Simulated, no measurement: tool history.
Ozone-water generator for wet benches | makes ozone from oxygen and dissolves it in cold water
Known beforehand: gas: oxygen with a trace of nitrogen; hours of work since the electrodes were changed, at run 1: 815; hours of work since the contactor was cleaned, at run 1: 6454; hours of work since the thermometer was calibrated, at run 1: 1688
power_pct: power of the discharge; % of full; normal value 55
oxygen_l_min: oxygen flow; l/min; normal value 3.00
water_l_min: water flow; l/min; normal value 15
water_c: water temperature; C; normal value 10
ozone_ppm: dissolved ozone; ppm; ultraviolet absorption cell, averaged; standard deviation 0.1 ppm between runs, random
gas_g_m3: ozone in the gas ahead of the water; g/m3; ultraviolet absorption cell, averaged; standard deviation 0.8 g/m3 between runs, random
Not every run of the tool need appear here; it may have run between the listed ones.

run,hour,power_pct,oxygen_l_min,water_l_min,water_c,hours of work since the electrodes were changed,hours of work since the contactor was cleaned,hours of work since the thermometer was calibrated,ozone_ppm,gas_g_m3
1,0.0,55,3.00,15,10,815,6454,1688,11.5,124.8
2,26.4,55,3.00,15,10,832,6471,1705,11.4,125.5
3,59.4,55,3.00,15,10,853,6492,1726,11.3,125.2
4,98.1,55,3.00,14,10,877,6517,1751,12.2,125.7
5,127.5,55,3.00,14,10,896,6536,1770,12.0,125.1
6,167.2,55,3.00,14,10,922,6561,1795,12.2,125.6
7,196.6,55,3.00,16,10,941,6580,1814,10.9,125.2
8,238.0,55,3.00,15,14,967,6607,1841,10.8,125.0
9,279.1,55,3.00,15,10,994,6633,1867,11.4,126.5
10,314.3,55,3.00,15,10,1016,6656,1890,11.5,125.5
11,352.0,43,1.56,13,10,1040,6680,1914,10.2,154.3
12,375.7,86,3.00,15,8,1056,6695,1929,16.8,177.4
13,398.4,86,2.61,9,8,1070,6710,1944,25.9,196.0
14,424.0,86,2.61,9,8,1087,6726,1960,26.2,196.9
15,456.3,78,1.77,12,11,1107,6747,1981,17.8,230.7

Predict the results of run 16:
16,484.8,78,1.77,12,11,1126,6765,1999,?,?

{"run 16": {"ozone_ppm": 17.7, "gas_g_m3": 229.9}}
Without the tool's hidden state the same run would have given ozone_ppm 17.7 ppm, gas_g_m3 229.9 g/m3.
